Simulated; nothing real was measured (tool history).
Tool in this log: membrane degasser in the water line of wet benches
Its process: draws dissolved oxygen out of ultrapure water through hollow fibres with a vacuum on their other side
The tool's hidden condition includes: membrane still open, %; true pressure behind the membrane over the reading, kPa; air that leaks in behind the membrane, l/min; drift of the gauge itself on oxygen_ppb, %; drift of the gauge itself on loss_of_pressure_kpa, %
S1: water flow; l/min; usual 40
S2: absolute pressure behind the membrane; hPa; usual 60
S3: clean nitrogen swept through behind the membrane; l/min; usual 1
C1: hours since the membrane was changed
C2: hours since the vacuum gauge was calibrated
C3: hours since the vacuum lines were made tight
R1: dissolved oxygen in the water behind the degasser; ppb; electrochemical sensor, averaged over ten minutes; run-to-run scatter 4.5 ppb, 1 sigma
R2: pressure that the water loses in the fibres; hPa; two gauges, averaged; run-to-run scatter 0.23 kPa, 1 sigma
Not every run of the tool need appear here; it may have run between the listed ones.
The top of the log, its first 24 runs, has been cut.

run    hour  S1     S2    S3    C1    C2    C3     R1     R2
 25  2328.1  43   95.6  2.33  4276   854  2169  533.4  644.7
 26  2447.4  57   36.3  1.08  4395   973  2288  474.9  853.5
 27  2580.1  40     60  1.67  4528  1106  2421  405.8  604.3
 28  2648.7  40     60  1.67  4596  1175  2490  407.3    599
 29  2732.2  49  127.4  1.48  4680  1258  2573  923.4    738
 30  2856.1  26     60     1  4804  1382  2697  283.2  390.1
 31  2971.8  58     60     1  4919  1498  2813  709.2  870.3
 32  3041.7  59     60  2.97  4989  1568  2883  577.7  878.8

Predict each of these 4 candidate next runs independently; none follows another, all start after run 32:
  A  3190.6  29  70.7  2.84  5138  1717  3032   ?   ?
  B  3190.6  57    60  2.97  5138  1717  3032   ?   ?
  C  3190.6  57    60  0.75  5138  1717  3032   ?   ?
  D  3190.6  59  75.7  2.97  5138  1717  3032   ?   ?

run     R1     R2
  A  255.4  440.6
  B  558.8  858.1
  C  766.3  861.8
  D  638.1  889.1
Without the tool's hidden state the same runs would have given:
run     R1     R2
  A  229.9  423.8
  B  508.3  825.1
  C  716.2  828.6
  D  587.1    855
